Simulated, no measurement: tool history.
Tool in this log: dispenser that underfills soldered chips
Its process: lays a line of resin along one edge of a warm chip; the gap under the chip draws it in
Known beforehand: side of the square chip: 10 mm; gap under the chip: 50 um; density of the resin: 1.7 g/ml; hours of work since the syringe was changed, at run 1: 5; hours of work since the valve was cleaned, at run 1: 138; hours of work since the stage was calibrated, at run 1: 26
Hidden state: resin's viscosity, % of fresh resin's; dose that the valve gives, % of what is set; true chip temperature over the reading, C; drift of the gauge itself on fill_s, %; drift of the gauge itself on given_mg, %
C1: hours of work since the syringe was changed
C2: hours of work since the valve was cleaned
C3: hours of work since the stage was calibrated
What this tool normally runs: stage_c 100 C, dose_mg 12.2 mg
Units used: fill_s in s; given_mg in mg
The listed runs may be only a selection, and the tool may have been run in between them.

Run 1, hour 0: usual settings; C1 5; C2 138; C3 26. Result: fill_s 63.8 s, given_mg 11.1 mg.
At hour 0.6: new syringe of resin.
Run 2, hour 5.7: usual settings but dose_mg 13.4 mg; C1 3; C2 142; C3 30. Result: fill_s 56.1 s, given_mg 12.26 mg.
At hour 10: new syringe of resin.
Run 3, hour 11.8: usual settings but dose_mg 13.4 mg; C1 1; C2 145; C3 33. Result: fill_s 54.9 s, given_mg 12.08 mg.
Run 4, hour 16.8: usual settings but stage_c 104 C; C1 4; C2 148; C3 36. Result: fill_s 52.8 s, given_mg 11.04 mg.
At hour 18.7: dispensing valve cleaned and set on the balance.
At hour 20.4: new syringe of resin.
Run 5, hour 24: usual settings but stage_c 104 C; C1 2; C2 3; C3 40. Result: fill_s 48.9 s, given_mg 12.24 mg.
Run 6, hour 28: usual settings; C1 5; C2 6; C3 43. Result: fill_s 61.8 s, given_mg 12.28 mg.
At hour 29.3: new syringe of resin.
Run 7, hour 30.7: usual settings; C1 1; C2 7; C3 44. Result: fill_s 52.7 s, given_mg 12.1 mg.
Run 8, hour 36.1: usual settings but stage_c 108 C; C1 4; C2 10; C3 47. Result: fill_s 44.4 s, given_mg 12.18 mg.
At hour 38.5: new syringe of resin.
Run 9, hour 39: usual settings but dose_mg 14.2 mg; C1 0; C2 12; C3 49. Result: fill_s 50.6 s, given_mg 14.04 mg.
Run 10, hour 43.8: usual settings but dose_mg 14.7 mg; C1 3; C2 15; C3 52. Result: fill_s 57.1 s, given_mg 14.49 mg.
At hour 47.7: new syringe of resin.
Run 11, hour 47.9: usual settings but dose_mg 14.7 mg; C1 0; C2 17; C3 54. Result: fill_s 52 s, given_mg 14.66 mg.
Run 12, hour 51: usual settings but dose_mg 15.5 mg; C1 2; C2 19; C3 56. Result: fill_s 54.7 s, given_mg 15.32 mg.
Run 13, hour 55.6: usual settings but stage_c 97 C, dose_mg 13 mg; C1 5; C2 22; C3 59. Result: fill_s 69.5 s, given_mg 12.91 mg.
At hour 56.7: new syringe of resin.
Run 14, hour 61.3: usual settings but stage_c 97 C, dose_mg 13 mg; C1 3; C2 26; C3 63. Result: fill_s 64 s, given_mg 12.8 mg.
Run 15, hour 65: usual settings but stage_c 97 C, dose_mg 13 mg; C1 5; C2 28; C3 65. Result: fill_s 67.5 s, given_mg 12.87 mg.
At hour 65.7: new syringe of resin.
Run 16, hour 67.9: usual settings but stage_c 97 C, dose_mg 13 mg; C1 1; C2 30; C3 66. Result: fill_s 58.9 s, given_mg 12.83 mg.
Run 17, hour 70.8: usual settings but stage_c 106 C, dose_mg 12.6 mg; C1 3; C2 31; C3 68. Result: fill_s 44.9 s, given_mg 12.38 mg.
Run 18, hour 73.6: usual settings but stage_c 91 C, dose_mg 12.6 mg; C1 5; C2 33; C3 70. Result: fill_s 85.8 s, given_mg 12.35 mg.
At hour 74.7: new syringe of resin.
Run 19, hour 77: usual settings but stage_c 95 C, dose_mg 10.6 mg; C1 1; C2 35; C3 72. Result: fill_s 69 s, given_mg 10.24 mg.
Run 20, hour 81.2: usual settings but stage_c 88 C, dose_mg 15.4 mg; C1 4; C2 38; C3 75. Result: fill_s 93.4 s, given_mg 15.13 mg.
At hour 84: new syringe of resin.
Run 21, hour 84.2: usual settings but stage_c 112 C, dose_mg 13.3 mg; C1 0; C2 39; C3 76. Result: fill_s 32.5 s, given_mg 13.07 mg.

For run 22, what comes out?
Run 22, hour 87.7: usual settings but stage_c 112 C, dose_mg 13.3 mg; C1 2; C2 42; C3 79. Result: fill_s ?, given_mg ?.

fill_s: 35.2 s
given_mg: 12.99 mg
If the tool had no hidden condition, the same run with the same run-to-run variation would have returned fill_s 32.8 s, given_mg 13.32 mg.
